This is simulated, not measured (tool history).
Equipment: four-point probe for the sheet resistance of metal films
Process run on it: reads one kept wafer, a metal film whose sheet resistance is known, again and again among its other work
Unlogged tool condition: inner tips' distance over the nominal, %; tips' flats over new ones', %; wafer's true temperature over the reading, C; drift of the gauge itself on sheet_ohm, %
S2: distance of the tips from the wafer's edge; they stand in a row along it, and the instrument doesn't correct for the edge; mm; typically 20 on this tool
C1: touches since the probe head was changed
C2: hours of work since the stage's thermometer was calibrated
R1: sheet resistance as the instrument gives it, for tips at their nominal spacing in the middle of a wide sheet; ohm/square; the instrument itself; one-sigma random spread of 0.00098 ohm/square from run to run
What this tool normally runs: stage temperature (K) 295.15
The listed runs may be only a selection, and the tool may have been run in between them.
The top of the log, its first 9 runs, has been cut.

{"run": 10, "hour": 255.6, "stage temperature (K)": 295.15, "S2": 28, "C1": 30779, "C2": 776, "R1": 4.861443}
{"run": 11, "hour": 292.7, "stage temperature (K)": 295.15, "S2": 28, "C1": 31496, "C2": 803, "R1": 4.861543}
{"run": 12, "hour": 337.7, "stage temperature (K)": 295.15, "S2": 28, "C1": 32365, "C2": 835, "R1": 4.860716}
{"hour": 340.8, "done": "stage's thermometer calibrated"}
{"run": 13, "hour": 360.1, "stage temperature (K)": 295.15, "S2": 28, "C1": 32789, "C2": 14, "R1": 4.863969}
{"run": 14, "hour": 401.2, "stage temperature (K)": 295.15, "S2": 6, "C1": 33583, "C2": 43, "R1": 4.890761}
{"run": 15, "hour": 434.0, "stage temperature (K)": 295.15, "S2": 6, "C1": 34219, "C2": 67, "R1": 4.892361}
{"hour": 442.6, "done": "stage's thermometer calibrated, once more"}
{"run": 16, "hour": 458.5, "stage temperature (K)": 295.15, "S2": 6, "C1": 34682, "C2": 11, "R1": 4.880439}
{"run": 17, "hour": 481.0, "stage temperature (K)": 295.15, "S2": 4, "C1": 35117, "C2": 28, "R1": 4.917135}
{"run": 18, "hour": 518.0, "stage temperature (K)": 295.15, "S2": 4, "C1": 35833, "C2": 54, "R1": 4.917288}
{"run": 19, "hour": 540.9, "stage temperature (K)": 295.15, "S2": 4, "C1": 36275, "C2": 71, "R1": 4.916887}
{"run": 20, "hour": 580.9, "stage temperature (K)": 293.15, "S2": 43, "C1": 37048, "C2": 100, "R1": 4.856459}
{"run": 21, "hour": 604.1, "stage temperature (K)": 296.15, "S2": 7, "C1": 37498, "C2": 116, "R1": 4.872789}
{"run": 22, "hour": 647.2, "stage temperature (K)": 295.15, "S2": 4, "C1": 38330, "C2": 147, "R1": 4.915963}
{"run": 23, "hour": 687.3, "stage temperature (K)": 300.15, "S2": 18, "C1": 39106, "C2": 176, "R1": 4.849068}
{"run": 24, "hour": 716.9, "stage temperature (K)": 297.15, "S2": 23, "C1": 39678, "C2": 198, "R1": 4.85059}
{"run": 25, "hour": 757.1, "stage temperature (K)": 304.15, "S2": 5, "C1": 40456, "C2": 227, "R1": 4.881576}
{"run": 26, "hour": 779.0, "stage temperature (K)": 306.15, "S2": 4, "C1": 40878, "C2": 242, "R1": 4.901922}
{"run": 27, "hour": 818.6, "stage temperature (K)": 297.15, "S2": 7, "C1": 41644, "C2": 271, "R1": 4.868866}
{"run": 28, "hour": 850.2, "stage temperature (K)": 304.15, "S2": 48, "C1": 42256, "C2": 294, "R1": 4.843159}
{"run": 29, "hour": 879.0, "stage temperature (K)": 304.15, "S2": 48, "C1": 42813, "C2": 314, "R1": 4.842721}
{"run": 30, "hour": 906.9, "stage temperature (K)": 291.15, "S2": 20, "C1": 43352, "C2": 334, "R1": 4.859355}

Here are 3 independent what-if runs from the current tool condition. What would each one return?
{"run": "A", "hour": 940.6, "stage temperature (K)": 294.15, "S2": 17, "C1": 44004, "C2": 359, "R1": "?"}
{"run": "B", "hour": 940.6, "stage temperature (K)": 293.15, "S2": 13, "C1": 44004, "C2": 359, "R1": "?"}
{"run": "C", "hour": 940.6, "stage temperature (K)": 304.15, "S2": 7, "C1": 44004, "C2": 359, "R1": "?"}

run=A R1=4.855175
run=B R1=4.858453
run=C R1=4.861392
The same runs, with their run-to-run variation unchanged, on a tool lacking any hidden condition would have given:
run=A R1=4.884010
run=B R1=4.887302
run=C R1=4.890286

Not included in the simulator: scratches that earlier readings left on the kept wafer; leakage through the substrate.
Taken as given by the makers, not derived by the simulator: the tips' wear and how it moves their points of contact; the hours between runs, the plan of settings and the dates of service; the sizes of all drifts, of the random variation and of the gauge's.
